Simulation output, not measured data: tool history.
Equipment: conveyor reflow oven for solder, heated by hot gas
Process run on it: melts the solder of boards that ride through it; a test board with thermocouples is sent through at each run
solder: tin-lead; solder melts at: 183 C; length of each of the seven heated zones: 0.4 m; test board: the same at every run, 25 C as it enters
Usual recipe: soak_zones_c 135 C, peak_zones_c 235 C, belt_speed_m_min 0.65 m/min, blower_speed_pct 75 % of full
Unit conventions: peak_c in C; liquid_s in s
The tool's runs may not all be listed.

run 1 hour=0 | soak_zones_c=135 peak_zones_c=235 belt_speed_m_min=0.65 blower_speed_pct=75 | peak_c=218.2 liquid_s=55.1
run 2 hour=10 | soak_zones_c=135 peak_zones_c=235 belt_speed_m_min=0.65 blower_speed_pct=75 | peak_c=217.6 liquid_s=55.3
run 3 hour=26.5 | soak_zones_c=135 peak_zones_c=235 belt_speed_m_min=0.65 blower_speed_pct=75 | peak_c=218 liquid_s=55.3
run 4 hour=39.2 | soak_zones_c=135 peak_zones_c=235 belt_speed_m_min=0.65 blower_speed_pct=75 | peak_c=218.5 liquid_s=54.9
run 5 hour=52.9 | soak_zones_c=135 peak_zones_c=235 belt_speed_m_min=0.771 blower_speed_pct=75 | peak_c=212.2 liquid_s=41.1
run 6 hour=61.1 | soak_zones_c=147 peak_zones_c=235 belt_speed_m_min=0.65 blower_speed_pct=75 | peak_c=219.9 liquid_s=60.3
run 7 hour=73.1 | soak_zones_c=135 peak_zones_c=235 belt_speed_m_min=0.65 blower_speed_pct=75 | peak_c=218.2 liquid_s=55.3
run 8 hour=84.2 | soak_zones_c=135 peak_zones_c=235 belt_speed_m_min=0.65 blower_speed_pct=75 | peak_c=217.3 liquid_s=55.1
run 9 hour=100 | soak_zones_c=135 peak_zones_c=235 belt_speed_m_min=0.65 blower_speed_pct=75 | peak_c=217.7 liquid_s=54.5
run 10 hour=111.1 | soak_zones_c=135 peak_zones_c=235 belt_speed_m_min=0.65 blower_speed_pct=75 | peak_c=217.9 liquid_s=55.1
run 11 hour=126.3 | soak_zones_c=135 peak_zones_c=235 belt_speed_m_min=0.65 blower_speed_pct=75 | peak_c=217.2 liquid_s=54.2
run 12 hour=139.5 | soak_zones_c=135 peak_zones_c=235 belt_speed_m_min=0.65 blower_speed_pct=75 | peak_c=217.5 liquid_s=54.3
run 13 hour=152.6 | soak_zones_c=141 peak_zones_c=248 belt_speed_m_min=0.751 blower_speed_pct=53 | peak_c=215.2 liquid_s=45.4
run 14 hour=167 | soak_zones_c=135 peak_zones_c=245 belt_speed_m_min=0.751 blower_speed_pct=53 | peak_c=210.9 liquid_s=40.5
run 15 hour=179.4 | soak_zones_c=122 peak_zones_c=238 belt_speed_m_min=0.567 blower_speed_pct=84 | peak_c=224.3 liquid_s=64.9
run 16 hour=193.7 | soak_zones_c=122 peak_zones_c=238 belt_speed_m_min=0.567 blower_speed_pct=84 | peak_c=224.4 liquid_s=65.1
run 17 hour=206.7 | soak_zones_c=122 peak_zones_c=238 belt_speed_m_min=0.666 blower_speed_pct=55 | peak_c=208.7 liquid_s=40.2
run 18 hour=219.4 | soak_zones_c=135 peak_zones_c=226 belt_speed_m_min=0.65 blower_speed_pct=84 | peak_c=211.4 liquid_s=50.7
run 19 hour=230.8 | soak_zones_c=135 peak_zones_c=226 belt_speed_m_min=0.65 blower_speed_pct=84 | peak_c=211.4 liquid_s=50.2
run 20 hour=244.6 | soak_zones_c=135 peak_zones_c=242 belt_speed_m_min=0.65 blower_speed_pct=83 | peak_c=225.2 liquid_s=60
run 21 hour=255.5 | soak_zones_c=135 peak_zones_c=225 belt_speed_m_min=0.65 blower_speed_pct=72 | peak_c=207.6 liquid_s=45.9
run 22 hour=266.4 | soak_zones_c=135 peak_zones_c=225 belt_speed_m_min=0.65 blower_speed_pct=72 | peak_c=207.4 liquid_s=46.1
run 23 hour=275 | soak_zones_c=135 peak_zones_c=235 belt_speed_m_min=0.571 blower_speed_pct=75 | peak_c=220.8 liquid_s=65.5

Forecast each of these 5 alternatives for the next run:
run A hour=292.6 | soak_zones_c=140 peak_zones_c=235 belt_speed_m_min=0.571 blower_speed_pct=75 | peak_c=? liquid_s=?
run B hour=292.6 | soak_zones_c=135 peak_zones_c=230 belt_speed_m_min=0.557 blower_speed_pct=71 | peak_c=? liquid_s=?
run C hour=292.6 | soak_zones_c=135 peak_zones_c=235 belt_speed_m_min=0.747 blower_speed_pct=75 | peak_c=? liquid_s=?
run D hour=292.6 | soak_zones_c=135 peak_zones_c=235 belt_speed_m_min=0.631 blower_speed_pct=75 | peak_c=? liquid_s=?
run E hour=292.6 | soak_zones_c=135 peak_zones_c=239 belt_speed_m_min=0.77 blower_speed_pct=75 | peak_c=? liquid_s=?

run=A peak_c=221.4 liquid_s=68
run=B peak_c=215.7 liquid_s=63.2
run=C peak_c=211.6 liquid_s=42.4
run=D peak_c=217.4 liquid_s=56.5
run=E peak_c=213.5 liquid_s=42.5
With no hidden state in the tool, these same runs would have given:
run=A peak_c=222.8 liquid_s=68.7
run=B peak_c=217.1 liquid_s=64.3
run=C peak_c=213.4 liquid_s=43.8
run=D peak_c=219 liquid_s=57.6
run=E peak_c=215.4 liquid_s=43.8

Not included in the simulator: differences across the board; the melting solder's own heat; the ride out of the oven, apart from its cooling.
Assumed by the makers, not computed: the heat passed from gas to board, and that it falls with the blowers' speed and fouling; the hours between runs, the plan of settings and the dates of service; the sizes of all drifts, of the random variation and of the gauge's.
